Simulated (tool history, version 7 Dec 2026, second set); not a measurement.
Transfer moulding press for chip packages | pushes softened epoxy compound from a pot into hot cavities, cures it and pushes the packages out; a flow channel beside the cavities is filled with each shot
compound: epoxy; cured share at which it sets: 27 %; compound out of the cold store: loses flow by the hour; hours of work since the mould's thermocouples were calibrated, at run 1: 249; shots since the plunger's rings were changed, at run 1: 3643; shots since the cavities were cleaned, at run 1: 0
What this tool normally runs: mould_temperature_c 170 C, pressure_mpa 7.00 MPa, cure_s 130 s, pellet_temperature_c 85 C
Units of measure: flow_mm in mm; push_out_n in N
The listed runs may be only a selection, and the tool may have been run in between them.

run,hour,mould_temperature_c,pressure_mpa,cure_s,pellet_temperature_c,hours of work since the mould's thermocouples were calibrated,shots since the plunger's rings were changed,shots since the cavities were cleaned,incoming compound's hours out of the cold store,flow_mm,push_out_n
1,0.0,170,7.00,130,85,249,3643,0,35.7,659,369
2,15.9,170,5.51,130,85,257,3766,123,47.3,541,426
3,32.4,170,5.51,130,85,266,3893,250,24.7,627,497
4,42.2,170,7.00,130,84,271,3969,326,17.2,738,503
5,55.2,170,7.00,130,84,278,4070,427,22.1,726,561
6,66.8,170,7.00,130,84,284,4159,516,11.6,770,595
# hour 69.1: cavities cleaned with cleaning compound and waxed
7,78.4,170,7.00,130,84,289,4237,72,10.2,780,425
8,93.6,170,7.00,130,84,297,4354,189,15.2,745,466
9,109.2,170,7.00,130,85,305,4475,310,29.7,672,512
10,126.9,170,7.00,130,78,315,4612,447,12.4,756,569
11,135.8,170,7.00,130,78,319,4680,515,26.0,687,593
# hour 138.3: cavities cleaned with cleaning compound and waxed
12,153.8,170,7.00,130,78,328,4807,119,35.9,641,455
13,161.8,170,7.00,130,78,332,4869,181,23.3,699,465
14,172.1,171,7.00,130,85,338,4949,261,37.4,627,481
15,189.1,163,5.79,130,85,347,5080,392,35.8,596,667
16,200.8,169,7.00,156,85,353,5171,483,31.9,659,554
# hour 207.5: cavities cleaned with cleaning compound and waxed
17,210.8,166,7.00,156,89,357,5236,26,42.3,616,385
18,226.3,170,7.00,130,82,366,5355,145,16.5,725,450
19,236.2,164,7.00,130,93,371,5432,222,17.5,731,578
20,252.9,176,7.00,132,81,380,5561,351,12.8,734,506
21,269.4,172,7.00,128,75,388,5688,478,44.9,593,555
# hour 277.1: cavities cleaned with cleaning compound and waxed
22,279.2,167,7.44,128,90,393,5752,16,31.3,670,404
23,289.3,167,7.63,161,83,398,5830,94,44.8,624,389
24,301.0,167,7.63,161,83,404,5921,185,8.8,794,460
25,311.7,167,7.63,161,83,410,6003,267,10.7,781,490
26,319.7,167,7.63,161,83,414,6066,330,40.4,638,485
# hour 326.6: mould's thermocouples calibrated
# hour 333.9: plunger's sealing rings changed
27,335.8,173,7.63,136,90,4,15,419,41.3,713,519
28,343.0,173,7.63,136,90,7,71,475,14.7,850,542

Below are 4 alternative next runs, each starting from the tool's condition after run 28. Predict each:
# hour 350.8: cavities cleaned with cleaning compound and waxed
A,355.0,173,7.63,136,90,13,152,33,23.3,?,?
# hour 350.8: cavities cleaned with cleaning compound and waxed
B,355.0,170,5.54,116,80,13,152,33,15.6,?,?
# hour 350.8: cavities cleaned with cleaning compound and waxed
C,355.0,170,7.00,130,80,13,152,33,17.1,?,?
# hour 350.8: cavities cleaned with cleaning compound and waxed
D,355.0,167,7.63,136,90,13,152,33,24.4,?,?

run,flow_mm,push_out_n
A,804,367
B,726,433
C,805,388
D,815,408
With no hidden state in the tool, these same runs would have given:
run,flow_mm,push_out_n
A,806,347
B,728,407
C,807,366
D,817,385
